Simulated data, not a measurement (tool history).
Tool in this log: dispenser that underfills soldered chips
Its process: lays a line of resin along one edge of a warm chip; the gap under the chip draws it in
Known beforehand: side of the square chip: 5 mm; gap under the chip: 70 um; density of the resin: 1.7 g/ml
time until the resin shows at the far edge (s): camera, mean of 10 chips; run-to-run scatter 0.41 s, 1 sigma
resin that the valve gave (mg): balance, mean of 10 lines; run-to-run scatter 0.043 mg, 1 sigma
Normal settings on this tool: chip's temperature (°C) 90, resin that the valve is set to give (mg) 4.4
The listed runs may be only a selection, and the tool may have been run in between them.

run,hour,chip's temperature (°C),resin that the valve is set to give (mg),time until the resin shows at the far edge (s),resin that the valve gave (mg)
1,0,90,4.4,30.4,3.84
2,8.6,90,4.4,37.4,3.91
# hour 11.9: new syringe of resin
3,13.7,90,4.4,31.2,3.79
4,20.5,90,5.2,34.1,4.5
# hour 26: new syringe of resin
5,26.8,101,4.4,19.4,3.84
6,32.3,90,4.4,34.7,3.75
# hour 40: dispensing valve cleaned and set on the balance
# hour 41.1: new syringe of resin
7,41.9,90,4.4,29.1,4.42
8,51,90,4.16,36.4,4.04
# hour 55.4: new syringe of resin
9,57.4,90,4.16,30.1,4.1
10,61.7,90,4.4,32.3,4.31
11,67.3,90,4.4,37.7,4.32
# hour 69.4: new syringe of resin
12,76.4,90,4.4,33.7,4.32
# hour 83.1: new syringe of resin
13,85.7,90,4.4,29.8,4.22
14,91.8,90,4.4,34.9,4.21
# hour 97.2: new syringe of resin
15,99.4,90,4.4,30.8,4.17
16,107.9,83,4.4,52.1,4.2
# hour 110.9: new syringe of resin
17,113.2,83,4.4,42.3,4.18
18,121.4,88,5.16,38.3,4.75
# hour 124.8: new syringe of resin
19,129.9,88,5.16,34.5,4.93
# hour 138.7: new syringe of resin
20,139.8,87,4.07,35.3,3.82
21,146.1,95,5.01,26.4,4.61
# hour 152.8: new syringe of resin
22,155.4,90,5.08,29.4,4.72
23,164.1,90,5.08,36.6,4.69
# hour 166.5: new syringe of resin
24,169.8,102,4.14,17.7,3.79
25,177.7,76,4.65,73.2,4.17
# hour 180.7: new syringe of resin
26,186.3,76,4.92,63.2,4.44
27,190.5,82,4.04,55.3,3.69
# hour 195.1: new syringe of resin
28,196.7,90,5.67,28.6,5.05
29,204.3,90,5.67,33.7,5.09

Each row is a separate what-if for the run after 29, all from the same tool condition, not one after another. Results?
# hour 209.3: new syringe of resin
A,210.9,83,4.03,?,?
# hour 209.3: new syringe of resin
B,210.9,102,4.5,?,?
# hour 209.3: new syringe of resin
C,210.9,94,4.84,?,?
# hour 209.3: new syringe of resin
D,210.9,90,4.82,?,?

run,time until the resin shows at the far edge (s),resin that the valve gave (mg)
A,42.5,3.54
B,16.4,3.99
C,23.5,4.25
D,29.2,4.36
Without the tool's hidden state the same runs would have given:
run,time until the resin shows at the far edge (s),resin that the valve gave (mg)
A,39.9,3.98
B,15.6,4.48
C,22.5,4.79
D,28,4.89
